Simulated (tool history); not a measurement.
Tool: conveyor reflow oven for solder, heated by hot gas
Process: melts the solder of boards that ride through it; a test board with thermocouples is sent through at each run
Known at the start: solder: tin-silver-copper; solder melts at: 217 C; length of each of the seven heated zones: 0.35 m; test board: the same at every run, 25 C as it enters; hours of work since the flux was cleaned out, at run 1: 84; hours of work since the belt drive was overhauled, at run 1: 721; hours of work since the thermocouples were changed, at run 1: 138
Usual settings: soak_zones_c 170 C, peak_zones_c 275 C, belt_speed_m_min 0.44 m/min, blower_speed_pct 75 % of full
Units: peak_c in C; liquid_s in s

run	hour	soak_zones_c	peak_zones_c	belt_speed_m_min	blower_speed_pct	hours of work since the flux was cleaned out	hours of work since the belt drive was overhauled	hours of work since the thermocouples were changed	peak_c	liquid_s
1	0	170	275	0.44	75	84	721	138	257.4	74.7
2	38.6	170	275	0.44	75	101	738	155	257.3	74.1
3	71.3	170	275	0.44	75	115	752	169	258.3	75.9
4	94.7	170	275	0.44	75	126	762	179	258.2	74.8
5	126.1	170	275	0.44	75	139	776	193	257.4	74.7
6	161.9	170	275	0.44	75	155	792	209	258.1	73.3
7	201.4	170	275	0.44	75	173	809	226	258	74.8
# hour 219.2: belt drive overhauled, speed set with a stopwatch
8	223	170	275	0.478	75	180	2	234	254.4	66.4
9	264.8	170	275	0.44	75	199	20	252	257.9	73.4
10	306.6	170	275	0.44	75	217	38	271	257.4	74.5
11	336	170	275	0.44	75	230	51	284	256.7	74.6
# hour 365.1: belt drive overhauled, speed set with a stopwatch, once more
12	380.8	170	275	0.44	75	248	7	302	257.1	73.1
13	406.2	170	275	0.44	75	259	18	313	256.8	72.9
14	434.4	176	275	0.44	75	271	30	325	256.1	76.1
15	471.8	176	275	0.44	75	288	47	342	256.4	74.3
16	512.3	176	275	0.44	75	306	65	359	256.6	76.4
17	548.3	156	287	0.509	75	322	81	375	257.6	57.6
18	586.8	158	287	0.44	75	338	97	392	264.2	74.6
19	608.8	170	284	0.44	67	348	107	402	261	76.3
20	626.3	155	275	0.388	63	356	115	410	254	73.5
21	659.4	161	279	0.426	70	370	129	424	257.6	71.9
22	690.2	169	265	0.44	75	384	143	438	247.9	63.3
23	719.4	177	279	0.426	55	397	156	451	254.2	74.3
24	741.7	177	279	0.426	55	407	166	460	254.4	73.7
25	778.2	177	279	0.426	55	423	182	476	254.1	74.5
26	802.4	177	279	0.426	55	433	192	487	254.5	75.1
27	827	170	276	0.52	63	444	203	498	244.3	48.7
28	846.1	170	281	0.404	64	452	211	506	260	81.2
29	874.9	177	267	0.404	64	465	224	519	248.8	76.8
# hour 914: flux residue cleaned out of gas plates and filters
30	918.3	177	267	0.404	64	2	241	536	251.3	77.5
31	936.1	170	275	0.398	75	10	249	544	260.4	86.9

3 ways to go on from here, each from the tool as it stands after run 31. What would each give?
A	960.8	170	267	0.44	82	21	260	554	?	?
B	960.8	170	267	0.44	75	21	260	554	?	?
C	960.8	182	275	0.51	69	21	260	554	?	?

run	peak_c	liquid_s
A	252.4	70.4
B	250.7	67.5
C	253.2	63.4
Without the tool's hidden state the same runs would have given:
run	peak_c	liquid_s
A	253.3	71
B	251.5	68.2
C	254	63.9
